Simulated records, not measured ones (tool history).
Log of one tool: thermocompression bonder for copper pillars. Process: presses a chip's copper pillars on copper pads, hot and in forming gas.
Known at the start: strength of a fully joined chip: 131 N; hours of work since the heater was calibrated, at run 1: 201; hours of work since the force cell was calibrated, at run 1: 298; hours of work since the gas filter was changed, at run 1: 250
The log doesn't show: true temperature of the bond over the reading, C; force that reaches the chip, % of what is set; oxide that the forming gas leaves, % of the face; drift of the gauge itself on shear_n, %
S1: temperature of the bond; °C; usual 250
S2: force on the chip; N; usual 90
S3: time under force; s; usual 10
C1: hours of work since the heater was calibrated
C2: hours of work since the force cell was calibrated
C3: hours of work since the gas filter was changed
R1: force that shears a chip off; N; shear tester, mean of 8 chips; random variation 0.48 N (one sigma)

Run 1, hour 0: usual settings; C1 201; C2 298; C3 250. Result: R1 70.4 N.
Run 2, hour 6.9: usual settings but S1 276 °C; C1 204; C2 301; C3 253. Result: R1 95.2 N.
Run 3, hour 15.9: usual settings but S1 242 °C; C1 209; C2 305; C3 257. Result: R1 61.6 N.
Run 4, hour 24.9: usual settings but S2 63 N; C1 213; C2 309; C3 261. Result: R1 57.5 N.
Run 5, hour 29.8: usual settings but S1 222 °C, S2 63 N; C1 215; C2 311; C3 264. Result: R1 33.8 N.
At hour 34.3: forming gas filter changed.
Run 6, hour 38.4: usual settings but S1 263 °C, S2 63 N; C1 219; C2 315; C3 2. Result: R1 72.2 N.
Run 7, hour 47.4: usual settings; C1 223; C2 319; C3 6. Result: R1 72.7 N.
Run 8, hour 55.7: usual settings; C1 227; C2 323; C3 10. Result: R1 73.6 N.
Run 9, hour 61.4: usual settings; C1 229; C2 326; C3 12. Result: R1 73.4 N.
Run 10, hour 66: usual settings; C1 231; C2 328; C3 15. Result: R1 73.1 N.
Run 11, hour 72.5: usual settings but S2 77 N; C1 234; C2 331; C3 18. Result: R1 67.1 N.
Run 12, hour 77.8: usual settings but S2 77 N; C1 237; C2 333; C3 20. Result: R1 67 N.
Run 13, hour 85.4: usual settings but S2 77 N; C1 240; C2 337; C3 23. Result: R1 66.8 N.
Run 14, hour 95.1: usual settings but S2 77 N; C1 245; C2 341; C3 28. Result: R1 66.6 N.
Run 15, hour 103.1: usual settings but S1 279 °C; C1 248; C2 345; C3 32. Result: R1 102 N.
Run 16, hour 112.4: usual settings but S1 279 °C, S3 7 s; C1 253; C2 349; C3 36. Result: R1 94.9 N.
Run 17, hour 120.8: usual settings; C1 257; C2 353; C3 40. Result: R1 73.3 N.
Run 18, hour 129.8: usual settings but S1 242 °C, S2 88 N, S3 6 s; C1 261; C2 357; C3 44. Result: R1 52.1 N.
Run 19, hour 135.1: usual settings but S1 275 °C, S2 76 N, S3 18 s; C1 263; C2 360; C3 46. Result: R1 105.2 N.
Run 20, hour 141.5: usual settings but S1 224 °C, S2 64 N, S3 9 s; C1 266; C2 362; C3 49. Result: R1 34.7 N.
Run 21, hour 151: usual settings but S1 224 °C, S2 64 N, S3 9 s; C1 270; C2 367; C3 54. Result: R1 35.1 N.
Run 22, hour 161.6: usual settings but S1 238 °C, S2 83 N, S3 24 s; C1 275; C2 372; C3 59. Result: R1 76.8 N.
Run 23, hour 168.9: usual settings but S1 238 °C, S2 83 N, S3 24 s; C1 279; C2 375; C3 62. Result: R1 76.8 N.
Run 24, hour 173.6: usual settings but S1 225 °C, S2 124 N, S3 6 s; C1 281; C2 377; C3 64. Result: R1 47.7 N.
Run 25, hour 184: usual settings but S1 225 °C, S2 129 N, S3 17 s; C1 286; C2 382; C3 69. Result: R1 70.9 N.
Run 26, hour 192.9: usual settings but S1 225 °C, S2 130 N, S3 17 s; C1 290; C2 386; C3 73. Result: R1 71.3 N.
Run 27, hour 199.1: usual settings but S1 249 °C, S2 113 N, S3 26 s; C1 293; C2 389; C3 76. Result: R1 102.4 N.

Forecast run 28:
Run 28, hour 208: usual settings but S1 249 °C, S2 113 N, S3 26 s; C1 297; C2 393; C3 80. Result: R1 ?.

{"run 28": {"R1": 101.6}}
Without the tool's hidden state the same run would have given R1 102.4 N.

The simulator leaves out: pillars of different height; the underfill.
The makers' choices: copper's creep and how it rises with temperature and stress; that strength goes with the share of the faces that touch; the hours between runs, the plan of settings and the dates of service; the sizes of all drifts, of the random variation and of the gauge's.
